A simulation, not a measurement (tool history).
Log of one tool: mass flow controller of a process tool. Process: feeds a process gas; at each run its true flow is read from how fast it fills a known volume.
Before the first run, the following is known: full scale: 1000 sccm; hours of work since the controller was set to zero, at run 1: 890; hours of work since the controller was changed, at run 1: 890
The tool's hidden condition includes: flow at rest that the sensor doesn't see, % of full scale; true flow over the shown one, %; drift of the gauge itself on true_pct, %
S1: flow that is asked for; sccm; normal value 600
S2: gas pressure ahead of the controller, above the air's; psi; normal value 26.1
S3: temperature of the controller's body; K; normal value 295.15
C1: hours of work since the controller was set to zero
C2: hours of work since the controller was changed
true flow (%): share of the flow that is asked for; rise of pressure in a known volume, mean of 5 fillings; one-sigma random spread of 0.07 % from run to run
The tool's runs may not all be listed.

{"run": 1, "hour": 0.0, "S1": 600, "S2": 26.1, "S3": 295.15, "C1": 890, "C2": 890, "true flow (%)": 99.43}
{"run": 2, "hour": 198.2, "S1": 600, "S2": 26.1, "S3": 295.15, "C1": 1046, "C2": 1046, "true flow (%)": 99.43}
{"run": 3, "hour": 557.7, "S1": 600, "S2": 26.1, "S3": 295.15, "C1": 1328, "C2": 1328, "true flow (%)": 99.33}
{"run": 4, "hour": 844.0, "S1": 600, "S2": 26.1, "S3": 295.15, "C1": 1553, "C2": 1553, "true flow (%)": 99.52}
{"run": 5, "hour": 1080.3, "S1": 600, "S2": 26.1, "S3": 294.15, "C1": 1738, "C2": 1738, "true flow (%)": 99.42}
{"run": 6, "hour": 1547.6, "S1": 600, "S2": 26.1, "S3": 295.15, "C1": 2105, "C2": 2105, "true flow (%)": 99.36}
{"run": 7, "hour": 1792.9, "S1": 600, "S2": 32.1, "S3": 295.15, "C1": 2298, "C2": 2298, "true flow (%)": 99.06}
{"run": 8, "hour": 2021.2, "S1": 237, "S2": 28.3, "S3": 308.15, "C1": 2477, "C2": 2477, "true flow (%)": 97.45}
{"run": 9, "hour": 2262.7, "S1": 237, "S2": 27.7, "S3": 308.15, "C1": 2666, "C2": 2666, "true flow (%)": 97.56}

Run 10 comes next. What will it give?
{"run": 10, "hour": 2737.6, "S1": 306, "S2": 27.7, "S3": 308.15, "C1": 3039, "C2": 3039, "true flow (%)": "?"}

{"run 10": {"true flow (%)": 97.68}}
Minus the tool's unlogged condition, the same run would have read true flow (%) 97.69.
